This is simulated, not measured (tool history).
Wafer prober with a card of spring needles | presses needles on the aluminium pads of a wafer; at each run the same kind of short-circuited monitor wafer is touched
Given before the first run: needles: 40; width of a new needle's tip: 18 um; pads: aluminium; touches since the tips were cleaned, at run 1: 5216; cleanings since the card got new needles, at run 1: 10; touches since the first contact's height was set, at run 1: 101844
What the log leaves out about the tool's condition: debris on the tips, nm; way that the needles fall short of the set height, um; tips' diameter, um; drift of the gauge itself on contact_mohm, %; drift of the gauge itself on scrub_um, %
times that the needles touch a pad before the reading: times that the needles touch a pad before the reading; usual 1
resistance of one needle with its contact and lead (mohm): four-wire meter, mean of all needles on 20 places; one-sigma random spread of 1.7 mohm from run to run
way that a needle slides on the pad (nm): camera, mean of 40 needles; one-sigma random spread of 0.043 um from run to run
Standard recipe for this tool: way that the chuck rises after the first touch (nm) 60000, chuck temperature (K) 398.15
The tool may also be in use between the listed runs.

run	hour	way that the chuck rises after the first touch (nm)	chuck temperature (K)	times that the needles touch a pad before the reading	touches since the tips were cleaned	cleanings since the card got new needles	touches since the first contact's height was set	resistance of one needle with its contact and lead (mohm)	way that a needle slides on the pad (nm)
1	0.0	60000	398.15	1	5216	10	101844	178	13990
# hour 8.4: tips cleaned on abrasive film
2	15.7	60000	398.15	1	2497	11	107169	174	14100
3	30.2	60000	398.15	1	7477	11	112149	179	14060
# hour 32.6: tips cleaned on abrasive film
4	42.1	60000	398.15	1	3249	12	116162	175	14110
5	55.7	60000	398.15	1	7908	12	120821	176	14050
# hour 56.7: tips cleaned on abrasive film
6	71.4	60000	398.15	1	5025	13	126145	173	14120
# hour 80.8: tips cleaned on abrasive film
7	80.8	60000	398.15	1	0	14	129343	174	14170
8	88.4	60000	398.15	1	2611	14	131954	176	14170
9	102.0	60000	398.15	1	7239	14	136582	173	14140
# hour 104.5: tips cleaned on abrasive film
10	116.0	58000	398.15	1	3927	15	141349	176	13690
# hour 128.6: tips cleaned on abrasive film
11	132.3	58000	398.15	1	1287	16	146895	175	13710
12	142.9	58000	398.15	1	4907	16	150515	178	13770
# hour 152.5: tips cleaned on abrasive film
13	154.6	58000	398.15	1	713	17	154487	180	13740
14	172.5	58000	398.15	1	6813	17	160587	175	13790
# hour 176.7: tips cleaned on abrasive film
# hour 184.5: gauge calibrated
15	190.1	58000	398.15	1	4560	18	166574	174	13420
16	199.6	43000	398.15	1	7828	18	169842	185	10010
# hour 200.6: tips cleaned on abrasive film
17	214.1	51000	347.15	1	4630	19	174777	166	11820
# hour 225.1: tips cleaned on abrasive film
18	231.9	60000	310.15	2	2331	20	180830	159	14100
19	243.9	60000	310.15	2	6429	20	184928	158	14110
# hour 249.1: tips cleaned on abrasive film
20	259.3	60000	398.15	3	3470	21	190148	177	14090
21	270.4	50000	321.15	1	7268	21	193946	163	11750
# hour 273.5: tips cleaned on abrasive film
22	284.1	50000	321.15	1	3657	22	198620	161	11860
# hour 298.1: tips cleaned on abrasive film
23	301.6	70000	305.15	1	1207	23	204568	161	16580
24	316.1	44000	305.15	2	6169	23	209530	162	10380
# hour 322.2: tips cleaned on abrasive film
25	331.7	60000	326.15	1	3254	24	214818	161	14190
# hour 346.6: tips cleaned on abrasive film
26	348.7	60000	326.15	1	715	25	220603	158	14270
27	361.2	63000	337.15	1	4988	25	224876	165	15030
# hour 366.6: height of the first contact set anew
# hour 371.0: tips cleaned on abrasive film
28	373.7	62000	393.15	2	917	26	2402	176	14710
29	390.4	42000	393.15	2	6641	26	8126	181	9990
# hour 391.2: gauge calibrated
# hour 394.7: tips cleaned on abrasive film
30	405.0	60000	312.15	2	3506	27	13074	158	13980

What would each run have given without the hidden state, its run-to-run variation left as it was?
run	way that a needle slides on the pad (nm)
1	13990
2	14080
3	14010
4	14040
5	13960
6	13990
7	14030
8	14020
9	13970
10	13500
11	13490
12	13530
13	13480
14	13500
15	13420
16	9990
17	11780
18	14020
19	14000
20	13970
21	11620
22	11720
23	16340
24	10210
25	13940
26	13980
27	14700
28	14370
29	9740
30	13950
resistance of one needle with its contact and lead (mohm) without the hidden state stays within 1 of what was measured, in all runs.
